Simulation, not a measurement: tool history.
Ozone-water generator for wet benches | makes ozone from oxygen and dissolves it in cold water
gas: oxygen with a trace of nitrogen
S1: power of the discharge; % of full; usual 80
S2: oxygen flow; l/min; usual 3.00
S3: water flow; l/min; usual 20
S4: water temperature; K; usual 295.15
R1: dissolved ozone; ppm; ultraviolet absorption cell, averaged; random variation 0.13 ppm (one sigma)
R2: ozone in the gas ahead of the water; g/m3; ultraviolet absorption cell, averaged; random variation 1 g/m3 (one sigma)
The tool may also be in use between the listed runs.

run	day	S1	S2	S3	S4	R1	R2
1	0.000	80	3.00	20	295.15	11.7	176.9
2	3.538	80	3.00	20	295.15	11.7	174.9
3	10.421	80	3.00	20	295.15	11.6	175.0
4	16.992	50	3.00	20	295.15	7.9	122.6
5	19.900	50	3.00	20	295.15	7.9	121.7
6	23.683	50	3.00	20	295.15	8.1	121.4
7	29.108	80	3.00	20	295.15	11.6	172.8
8	35.917	80	3.00	20	295.15	11.4	172.5
9	38.921	80	3.00	13	295.15	16.4	173.8
10	44.688	80	3.00	13	295.15	16.3	171.6
11	49.500	80	3.00	13	295.15	16.2	171.6
# day 49.821: water thermometer calibrated
12	53.821	80	3.00	13	295.15	16.4	171.1
13	58.192	80	3.00	13	295.15	16.2	171.7
14	62.021	80	3.00	13	295.15	16.2	172.5
15	67.908	45	2.84	18	289.15	8.3	114.0
16	71.533	80	4.69	16	295.15	14.3	140.7
17	77.162	72	4.69	16	295.15	13.0	129.0

Forecast each of these 4 alternatives for the next run:
# day 81.504: water thermometer calibrated, once more
A	81.800	54	4.69	13	295.15	?	?
# day 81.504: water thermometer calibrated, once more
B	81.800	72	4.69	22	295.15	?	?
# day 81.504: water thermometer calibrated, once more
C	81.800	49	4.69	16	289.15	?	?
# day 81.504: water thermometer calibrated, once more
D	81.800	97	3.00	20	288.15	?	?

run	R1	R2
A	12.4	103.5
B	9.8	127.0
C	10.9	96.1
D	13.7	195.4
Without the tool's hidden state the same runs would have given:
run	R1	R2
A	13.7	108.7
B	11.2	135.3
C	12.1	100.5
D	15.8	211.2

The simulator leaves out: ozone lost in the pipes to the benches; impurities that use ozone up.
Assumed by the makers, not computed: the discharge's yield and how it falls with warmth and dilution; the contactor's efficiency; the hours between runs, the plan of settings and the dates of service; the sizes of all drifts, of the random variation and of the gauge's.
